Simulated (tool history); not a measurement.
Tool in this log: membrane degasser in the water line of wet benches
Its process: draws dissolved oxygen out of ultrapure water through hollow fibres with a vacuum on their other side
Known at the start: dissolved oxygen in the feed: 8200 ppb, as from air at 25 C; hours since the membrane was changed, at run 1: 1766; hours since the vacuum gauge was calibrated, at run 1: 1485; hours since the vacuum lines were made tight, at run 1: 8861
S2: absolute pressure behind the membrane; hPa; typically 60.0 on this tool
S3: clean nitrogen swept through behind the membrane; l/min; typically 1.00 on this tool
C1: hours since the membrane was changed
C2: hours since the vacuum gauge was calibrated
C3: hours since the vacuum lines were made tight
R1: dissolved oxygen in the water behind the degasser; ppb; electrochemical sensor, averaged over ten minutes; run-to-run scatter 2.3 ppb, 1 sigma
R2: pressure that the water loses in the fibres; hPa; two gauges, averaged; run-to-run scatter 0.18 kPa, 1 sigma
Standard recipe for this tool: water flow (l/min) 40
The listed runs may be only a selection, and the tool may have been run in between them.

{"run": 1, "hour": 0.0, "water flow (l/min)": 40, "S2": 60.0, "S3": 1.0, "C1": 1766, "C2": 1485, "C3": 8861, "R1": 229.5, "R2": 336.2}
{"run": 2, "hour": 50.1, "water flow (l/min)": 40, "S2": 60.0, "S3": 1.05, "C1": 1816, "C2": 1535, "C3": 8911, "R1": 222.2, "R2": 333.1}
{"run": 3, "hour": 77.6, "water flow (l/min)": 36, "S2": 60.0, "S3": 1.0, "C1": 1844, "C2": 1563, "C3": 8938, "R1": 215.1, "R2": 302.8}
{"run": 4, "hour": 110.6, "water flow (l/min)": 36, "S2": 60.0, "S3": 1.0, "C1": 1877, "C2": 1596, "C3": 8971, "R1": 213.9, "R2": 300.0}
{"run": 5, "hour": 132.5, "water flow (l/min)": 36, "S2": 60.0, "S3": 1.0, "C1": 1899, "C2": 1618, "C3": 8993, "R1": 211.7, "R2": 303.8}
{"run": 6, "hour": 165.5, "water flow (l/min)": 36, "S2": 60.0, "S3": 1.0, "C1": 1932, "C2": 1651, "C3": 9026, "R1": 209.3, "R2": 301.1}
{"run": 7, "hour": 188.0, "water flow (l/min)": 36, "S2": 60.0, "S3": 1.0, "C1": 1954, "C2": 1673, "C3": 9049, "R1": 212.4, "R2": 297.2}
{"run": 8, "hour": 233.5, "water flow (l/min)": 40, "S2": 60.0, "S3": 1.0, "C1": 2000, "C2": 1719, "C3": 9094, "R1": 228.3, "R2": 333.2}
{"run": 9, "hour": 281.7, "water flow (l/min)": 40, "S2": 60.0, "S3": 1.0, "C1": 2048, "C2": 1767, "C3": 9142, "R1": 233.8, "R2": 332.0}
{"run": 10, "hour": 310.7, "water flow (l/min)": 39, "S2": 60.0, "S3": 1.0, "C1": 2077, "C2": 1796, "C3": 9171, "R1": 227.5, "R2": 320.0}
{"run": 11, "hour": 337.0, "water flow (l/min)": 40, "S2": 60.0, "S3": 1.0, "C1": 2103, "C2": 1822, "C3": 9198, "R1": 231.0, "R2": 330.8}
{"run": 12, "hour": 367.6, "water flow (l/min)": 40, "S2": 60.0, "S3": 1.0, "C1": 2134, "C2": 1853, "C3": 9228, "R1": 236.9, "R2": 330.6}
{"run": 13, "hour": 408.9, "water flow (l/min)": 40, "S2": 60.0, "S3": 1.0, "C1": 2175, "C2": 1894, "C3": 9270, "R1": 235.6, "R2": 328.5}
{"run": 14, "hour": 457.9, "water flow (l/min)": 40, "S2": 60.0, "S3": 1.0, "C1": 2224, "C2": 1943, "C3": 9319, "R1": 225.8, "R2": 326.9}
{"run": 15, "hour": 496.9, "water flow (l/min)": 40, "S2": 60.0, "S3": 2.19, "C1": 2263, "C2": 1982, "C3": 9358, "R1": 126.8, "R2": 327.3}
{"run": 16, "hour": 528.9, "water flow (l/min)": 40, "S2": 60.5, "S3": 1.0, "C1": 2295, "C2": 2014, "C3": 9390, "R1": 238.4, "R2": 327.5}
{"hour": 536.9, "done": "gauge calibrated"}
{"run": 17, "hour": 573.6, "water flow (l/min)": 40, "S2": 58.8, "S3": 2.36, "C1": 2340, "C2": 2059, "C3": 9434, "R1": 114.3, "R2": 336.4}
{"run": 18, "hour": 606.2, "water flow (l/min)": 40, "S2": 58.8, "S3": 2.36, "C1": 2373, "C2": 2091, "C3": 9467, "R1": 115.0, "R2": 334.6}
{"run": 19, "hour": 629.8, "water flow (l/min)": 40, "S2": 73.0, "S3": 2.98, "C1": 2396, "C2": 2115, "C3": 9491, "R1": 139.2, "R2": 334.1}
{"run": 20, "hour": 666.4, "water flow (l/min)": 24, "S2": 60.0, "S3": 1.0, "C1": 2433, "C2": 2151, "C3": 9527, "R1": 147.5, "R2": 202.1}
{"run": 21, "hour": 691.2, "water flow (l/min)": 42, "S2": 51.0, "S3": 1.0, "C1": 2458, "C2": 2176, "C3": 9552, "R1": 169.9, "R2": 348.0}
{"run": 22, "hour": 721.9, "water flow (l/min)": 42, "S2": 51.0, "S3": 1.0, "C1": 2488, "C2": 2207, "C3": 9583, "R1": 169.1, "R2": 346.0}
{"run": 23, "hour": 750.8, "water flow (l/min)": 33, "S2": 75.2, "S3": 1.29, "C1": 2517, "C2": 2236, "C3": 9611, "R1": 240.7, "R2": 276.3}
{"run": 24, "hour": 783.1, "water flow (l/min)": 33, "S2": 75.2, "S3": 1.29, "C1": 2550, "C2": 2268, "C3": 9644, "R1": 230.0, "R2": 274.7}
{"run": 25, "hour": 827.2, "water flow (l/min)": 33, "S2": 75.2, "S3": 1.29, "C1": 2594, "C2": 2312, "C3": 9688, "R1": 239.6, "R2": 272.5}
{"run": 26, "hour": 879.3, "water flow (l/min)": 40, "S2": 100.8, "S3": 1.0, "C1": 2646, "C2": 2364, "C3": 9740, "R1": 538.2, "R2": 328.6}
{"run": 27, "hour": 912.9, "water flow (l/min)": 40, "S2": 55.9, "S3": 1.0, "C1": 2679, "C2": 2398, "C3": 9774, "R1": 203.6, "R2": 326.0}
{"run": 28, "hour": 945.2, "water flow (l/min)": 51, "S2": 55.9, "S3": 0.6, "C1": 2712, "C2": 2430, "C3": 9806, "R1": 345.1, "R2": 423.1}
{"run": 29, "hour": 968.6, "water flow (l/min)": 37, "S2": 61.1, "S3": 0.6, "C1": 2735, "C2": 2454, "C3": 9829, "R1": 326.9, "R2": 302.8}
{"run": 30, "hour": 996.6, "water flow (l/min)": 58, "S2": 60.0, "S3": 0.46, "C1": 2763, "C2": 2482, "C3": 9857, "R1": 496.5, "R2": 474.9}
{"run": 31, "hour": 1027.2, "water flow (l/min)": 58, "S2": 60.0, "S3": 0.46, "C1": 2794, "C2": 2512, "C3": 9888, "R1": 506.7, "R2": 473.2}

How would selected steps in R2 from run to run divide? Give the signed amount a tool lacking its hidden state would still show from settings, what came in and random variation, and the signed amount left for the hidden state, including any gauge scatter that is not in both of the compared results.
What the log doesn't record here: membrane still open, %; true pressure behind the membrane over the reading, kPa; air that leaks in behind the membrane, l/min; drift of the gauge itself on oxygen_ppb, %; drift of the gauge itself on loss_of_pressure_kpa, %.
Run 16 -> 17: S2 60.5 -> 58.8, S3 1.00 -> 2.36, gauge calibrated. R2 +8.9 hPa: hidden state +9.0, all else -0.1.
Run 19 -> 20: water flow (l/min) 40 -> 24, S2 73.0 -> 60.0, S3 2.98 -> 1.00. R2 -132.0 hPa: hidden state +0.2, all else -132.2.
Run 20 -> 21: water flow (l/min) 24 -> 42, S2 60.0 -> 51.0. R2 +145.9 hPa: hidden state -1.5, all else +147.4.
Run 27 -> 28: water flow (l/min) 40 -> 51, S3 1.00 -> 0.60. R2 +97.1 hPa: hidden state -2.6, all else +99.7.
Run 29 -> 30: water flow (l/min) 37 -> 58, S2 61.1 -> 60.0, S3 0.60 -> 0.46. R2 +172.1 hPa: hidden state -4.8, all else +176.9.
